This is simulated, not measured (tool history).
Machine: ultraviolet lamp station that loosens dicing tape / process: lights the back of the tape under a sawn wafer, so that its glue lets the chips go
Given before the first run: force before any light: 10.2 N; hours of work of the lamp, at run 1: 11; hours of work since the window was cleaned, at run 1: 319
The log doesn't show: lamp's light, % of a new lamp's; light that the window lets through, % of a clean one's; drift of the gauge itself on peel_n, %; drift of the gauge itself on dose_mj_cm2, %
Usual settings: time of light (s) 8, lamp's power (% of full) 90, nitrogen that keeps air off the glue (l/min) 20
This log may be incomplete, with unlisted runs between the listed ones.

run	day	time of light (s)	lamp's power (% of full)	nitrogen that keeps air off the glue (l/min)	hours of work of the lamp	hours of work since the window was cleaned	force that peels the tape off (N)	light that reached the tape (mJ/cm²)
1	0	8	90	20	11	319	0.294	262
2	0.262	8	90	20	14	323	0.29	266
3	0.596	8	90	20	18	327	0.293	266
4	0.938	8	90	20	22	331	0.298	260
5	1.138	8	90	20	25	333	0.296	266
6	1.496	8	90	14	29	338	0.431	267
7	1.671	8	89	20	31	340	0.314	262
8	1.854	8	90	20	34	342	0.295	266
9	2.058	8	90	20	36	345	0.299	258
10	2.362	8	90	20	40	349	0.3	262
11	2.688	10	90	20	44	353	0.183	322
12	2.854	10	90	20	46	355	0.162	329
13	3.025	10	90	20	48	357	0.171	324
14	3.25	8	90	9	51	359	0.731	259
15	3.421	8	90	9	53	362	0.757	263
16	3.738	4	63	9	57	366	4.02	91
17	4.058	8	63	20	61	369	0.735	185
18	4.371	8	63	20	65	373	0.772	180
19	4.596	8	72	17	67	376	0.661	206
20	4.883	8	72	17	71	380	0.652	204
21	5.158	11	86	10	74	383	0.34	335
22	5.325	14	90	20	76	385	0.117	445
23	5.683	14	90	20	81	390	0.118	450
24	5.858	14	90	20	83	392	0.103	443
25	6.142	14	90	20	87	395	0.118	447
26	6.521	8	90	9	91	400	0.774	255
27	6.729	8	90	9	94	403	0.791	255
28	6.983	8	90	9	97	406	0.765	252

What if the next run were any one of these 3? Each begins from the tool's condition after run 28:
A	7.317	4	62	7	101	410	?	?
B	7.317	8	90	17	101	410	?	?
C	7.317	7	68	20	101	410	?	?

run	force that peels the tape off (N)	light that reached the tape (mJ/cm²)
A	4.597	85
B	0.385	256
C	0.924	163
With the hidden condition removed and each run's random variation left untouched, the same runs would have given:
run	force that peels the tape off (N)	light that reached the tape (mJ/cm²)
A	4.188	95
B	0.291	285
C	0.718	183

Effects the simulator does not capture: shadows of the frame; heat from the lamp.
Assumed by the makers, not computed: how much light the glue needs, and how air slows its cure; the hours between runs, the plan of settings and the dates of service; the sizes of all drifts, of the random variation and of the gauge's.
